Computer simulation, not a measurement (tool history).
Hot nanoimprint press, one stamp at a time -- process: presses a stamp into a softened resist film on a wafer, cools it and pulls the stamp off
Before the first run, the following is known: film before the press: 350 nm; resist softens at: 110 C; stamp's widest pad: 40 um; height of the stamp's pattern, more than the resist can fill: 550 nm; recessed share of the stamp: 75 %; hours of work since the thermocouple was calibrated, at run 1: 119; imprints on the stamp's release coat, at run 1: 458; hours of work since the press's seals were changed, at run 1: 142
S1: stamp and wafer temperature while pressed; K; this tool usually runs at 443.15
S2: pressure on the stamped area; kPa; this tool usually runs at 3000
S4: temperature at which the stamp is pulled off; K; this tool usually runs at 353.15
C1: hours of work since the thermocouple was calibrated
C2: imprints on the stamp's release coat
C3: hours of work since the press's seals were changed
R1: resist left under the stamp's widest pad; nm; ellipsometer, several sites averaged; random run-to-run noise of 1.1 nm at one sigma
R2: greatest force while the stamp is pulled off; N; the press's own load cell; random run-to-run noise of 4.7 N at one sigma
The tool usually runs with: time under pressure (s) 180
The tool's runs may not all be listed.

run 1 hour=0.0 | S1=443.15 S2=3000 time_under_pressure_(s)=180 S4=353.15 | C1=119 C2=458 C3=142 | R1=166.6 R2=259
run 2 hour=7.4 | S1=443.15 S2=3000 time_under_pressure_(s)=180 S4=353.15 | C1=123 C2=483 C3=146 | R1=165.1 R2=258
run 3 hour=15.1 | S1=443.15 S2=3000 time_under_pressure_(s)=180 S4=353.15 | C1=127 C2=509 C3=150 | R1=168.2 R2=254
run 4 hour=21.0 | S1=441.15 S2=3000 time_under_pressure_(s)=180 S4=353.15 | C1=130 C2=530 C3=153 | R1=179.5 R2=254
run 5 hour=28.7 | S1=443.15 S2=3000 time_under_pressure_(s)=180 S4=353.15 | C1=134 C2=556 C3=157 | R1=166.7 R2=256
run 6 hour=36.4 | S1=443.15 S2=3000 time_under_pressure_(s)=180 S4=353.15 | C1=139 C2=583 C3=162 | R1=167.3 R2=258
run 7 hour=44.8 | S1=443.15 S2=3000 time_under_pressure_(s)=180 S4=353.15 | C1=143 C2=612 C3=166 | R1=168.4 R2=273
run 8 hour=52.0 | S1=443.15 S2=3000 time_under_pressure_(s)=180 S4=353.15 | C1=147 C2=636 C3=170 | R1=169.7 R2=256
run 9 hour=56.9 | S1=443.15 S2=3000 time_under_pressure_(s)=180 S4=353.15 | C1=150 C2=653 C3=173 | R1=166.8 R2=255
run 10 hour=61.4 | S1=443.15 S2=3000 time_under_pressure_(s)=180 S4=353.15 | C1=152 C2=669 C3=175 | R1=167.5 R2=272
run 11 hour=66.0 | S1=443.15 S2=3000 time_under_pressure_(s)=180 S4=353.15 | C1=155 C2=684 C3=178 | R1=166.8 R2=268
run 12 hour=71.3 | S1=443.15 S2=3000 time_under_pressure_(s)=180 S4=353.15 | C1=158 C2=703 C3=181 | R1=167.2 R2=265
run 13 hour=77.1 | S1=443.15 S2=3000 time_under_pressure_(s)=180 S4=353.15 | C1=161 C2=723 C3=184 | R1=168.8 R2=257
run 14 hour=84.1 | S1=443.15 S2=3000 time_under_pressure_(s)=180 S4=353.15 | C1=165 C2=747 C3=188 | R1=168.5 R2=260
run 15 hour=93.3 | S1=443.15 S2=3000 time_under_pressure_(s)=180 S4=353.15 | C1=170 C2=778 C3=193 | R1=169.1 R2=266
run 16 hour=102.3 | S1=437.15 S2=4400 time_under_pressure_(s)=180 S4=353.15 | C1=175 C2=810 C3=198 | R1=188.3 R2=273
run 17 hour=111.2 | S1=443.15 S2=2070 time_under_pressure_(s)=301 S4=353.15 | C1=179 C2=840 C3=202 | R1=160.4 R2=271
run 18 hour=120.3 | S1=443.15 S2=2070 time_under_pressure_(s)=301 S4=353.15 | C1=184 C2=871 C3=207 | R1=160.1 R2=277
run 19 hour=126.5 | S1=443.15 S2=2070 time_under_pressure_(s)=180 S4=356.15 | C1=188 C2=893 C3=211 | R1=193.4 R2=257
run 20 hour=133.1 | S1=443.15 S2=2450 time_under_pressure_(s)=231 S4=353.15 | C1=191 C2=915 C3=214 | R1=165.4 R2=277
-- hour=143.7 stamp cleaned and given a new release coat
run 21 hour=146.8 | S1=443.15 S2=1850 time_under_pressure_(s)=180 S4=343.15 | C1=196 C2=11 C3=219 | R1=200.6 R2=260
run 22 hour=153.4 | S1=443.15 S2=1850 time_under_pressure_(s)=180 S4=343.15 | C1=199 C2=33 C3=222 | R1=201.7 R2=263
run 23 hour=158.3 | S1=453.15 S2=3000 time_under_pressure_(s)=180 S4=343.15 | C1=202 C2=50 C3=225 | R1=109.1 R2=272
run 24 hour=165.9 | S1=453.15 S2=3000 time_under_pressure_(s)=180 S4=343.15 | C1=206 C2=76 C3=229 | R1=109.5 R2=267
run 25 hour=173.6 | S1=443.15 S2=3000 time_under_pressure_(s)=162 S4=353.15 | C1=210 C2=103 C3=233 | R1=175.2 R2=232
run 26 hour=182.7 | S1=443.15 S2=3000 time_under_pressure_(s)=285 S4=348.15 | C1=215 C2=134 C3=238 | R1=140.4 R2=252
run 27 hour=187.4 | S1=443.15 S2=3000 time_under_pressure_(s)=285 S4=348.15 | C1=218 C2=150 C3=241 | R1=141.4 R2=250
run 28 hour=192.9 | S1=452.15 S2=2240 time_under_pressure_(s)=243 S4=338.15 | C1=221 C2=169 C3=244 | R1=114.4 R2=280
run 29 hour=200.3 | S1=438.15 S2=1960 time_under_pressure_(s)=145 S4=339.15 | C1=225 C2=195 C3=248 | R1=249.6 R2=289

3 ways to go on from here, each from the tool as it stands after run 29. What would each give?
run A hour=207.3 | S1=436.15 S2=2920 time_under_pressure_(s)=145 S4=345.15 | C1=229 C2=219 C3=252 | R1=? R2=?
run B hour=207.3 | S1=449.15 S2=3000 time_under_pressure_(s)=180 S4=353.15 | C1=229 C2=219 C3=252 | R1=? R2=?
run C hour=207.3 | S1=431.15 S2=3000 time_under_pressure_(s)=155 S4=345.15 | C1=229 C2=219 C3=252 | R1=? R2=?

run=A R1=239.6 R2=268
run=B R1=129.7 R2=236
run=C R1=274.4 R2=271
The same runs, with their run-to-run variation unchanged, on a tool lacking any hidden condition would have given:
run=A R1=234.8 R2=255
run=B R1=126.3 R2=224
run=C R1=270.0 R2=257

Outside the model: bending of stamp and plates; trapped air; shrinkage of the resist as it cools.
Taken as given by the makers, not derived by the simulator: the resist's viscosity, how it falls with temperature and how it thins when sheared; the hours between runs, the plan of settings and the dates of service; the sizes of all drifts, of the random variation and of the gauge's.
